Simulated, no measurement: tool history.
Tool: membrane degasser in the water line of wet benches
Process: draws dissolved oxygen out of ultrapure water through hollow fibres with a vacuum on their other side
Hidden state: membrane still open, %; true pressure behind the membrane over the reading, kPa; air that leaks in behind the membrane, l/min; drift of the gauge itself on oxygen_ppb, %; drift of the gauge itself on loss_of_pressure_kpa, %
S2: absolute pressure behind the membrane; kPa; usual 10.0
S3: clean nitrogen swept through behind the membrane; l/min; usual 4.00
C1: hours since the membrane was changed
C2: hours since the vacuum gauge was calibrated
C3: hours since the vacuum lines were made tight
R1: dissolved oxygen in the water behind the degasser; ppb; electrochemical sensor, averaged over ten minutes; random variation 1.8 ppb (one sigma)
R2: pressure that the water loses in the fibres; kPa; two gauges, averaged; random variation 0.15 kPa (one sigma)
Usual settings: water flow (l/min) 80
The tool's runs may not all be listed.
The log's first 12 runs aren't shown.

run 13 day=23.396 | water_flow_(l/min)=80 S2=10.0 S3=10.41 | C1=2708 C2=308 C3=4336 | R1=163.5 R2=28.22
run 14 day=25.696 | water_flow_(l/min)=66 S2=10.0 S3=4.00 | C1=2763 C2=363 C3=4391 | R1=262.9 R2=23.39
run 15 day=28.275 | water_flow_(l/min)=80 S2=10.5 S3=4.00 | C1=2825 C2=425 C3=4453 | R1=350.6 R2=28.28
run 16 day=29.846 | water_flow_(l/min)=80 S2=10.0 S3=8.71 | C1=2863 C2=462 C3=4491 | R1=185.2 R2=28.37
run 17 day=31.725 | water_flow_(l/min)=80 S2=17.6 S3=2.57 | C1=2908 C2=507 C3=4536 | R1=896.9 R2=28.66
run 18 day=34.446 | water_flow_(l/min)=80 S2=10.0 S3=1.95 | C1=2973 C2=573 C3=4601 | R1=570.0 R2=28.34
-- day=35.212 seals of the vacuum lines changed
run 19 day=36.729 | water_flow_(l/min)=121 S2=12.7 S3=4.00 | C1=3026 C2=626 C3=36 | R1=745.3 R2=43.03
run 20 day=38.562 | water_flow_(l/min)=70 S2=12.7 S3=3.83 | C1=3070 C2=670 C3=80 | R1=394.5 R2=24.91
run 21 day=39.804 | water_flow_(l/min)=70 S2=12.7 S3=3.83 | C1=3100 C2=699 C3=110 | R1=397.1 R2=24.93
run 22 day=42.562 | water_flow_(l/min)=70 S2=12.7 S3=3.83 | C1=3166 C2=766 C3=176 | R1=402.6 R2=25.33
run 23 day=44.025 | water_flow_(l/min)=73 S2=18.2 S3=3.83 | C1=3201 C2=801 C3=212 | R1=622.4 R2=26.02
run 24 day=45.738 | water_flow_(l/min)=73 S2=18.2 S3=3.83 | C1=3242 C2=842 C3=253 | R1=623.6 R2=25.94
run 25 day=48.321 | water_flow_(l/min)=65 S2=10.0 S3=4.00 | C1=3304 C2=904 C3=315 | R1=262.7 R2=23.06
run 26 day=50.833 | water_flow_(l/min)=119 S2=7.7 S3=4.00 | C1=3364 C2=964 C3=375 | R1=458.1 R2=42.68
run 27 day=53.783 | water_flow_(l/min)=95 S2=13.4 S3=4.00 | C1=3435 C2=1035 C3=446 | R1=583.8 R2=34.09
run 28 day=56.388 | water_flow_(l/min)=80 S2=16.1 S3=3.23 | C1=3498 C2=1097 C3=508 | R1=688.2 R2=28.52
run 29 day=58.804 | water_flow_(l/min)=80 S2=15.7 S3=5.20 | C1=3556 C2=1155 C3=566 | R1=458.2 R2=28.62

Run 30 comes next. What will it give?
run 30 day=60.108 | water_flow_(l/min)=80 S2=15.7 S3=5.20 | C1=3587 C2=1187 C3=598 | R1=? R2=?

{"run 30": {"R1": 458.7, "R2": 28.57}}
Without the tool's hidden state the same run would have given R1 450.9 ppb, R2 27.85 kPa.

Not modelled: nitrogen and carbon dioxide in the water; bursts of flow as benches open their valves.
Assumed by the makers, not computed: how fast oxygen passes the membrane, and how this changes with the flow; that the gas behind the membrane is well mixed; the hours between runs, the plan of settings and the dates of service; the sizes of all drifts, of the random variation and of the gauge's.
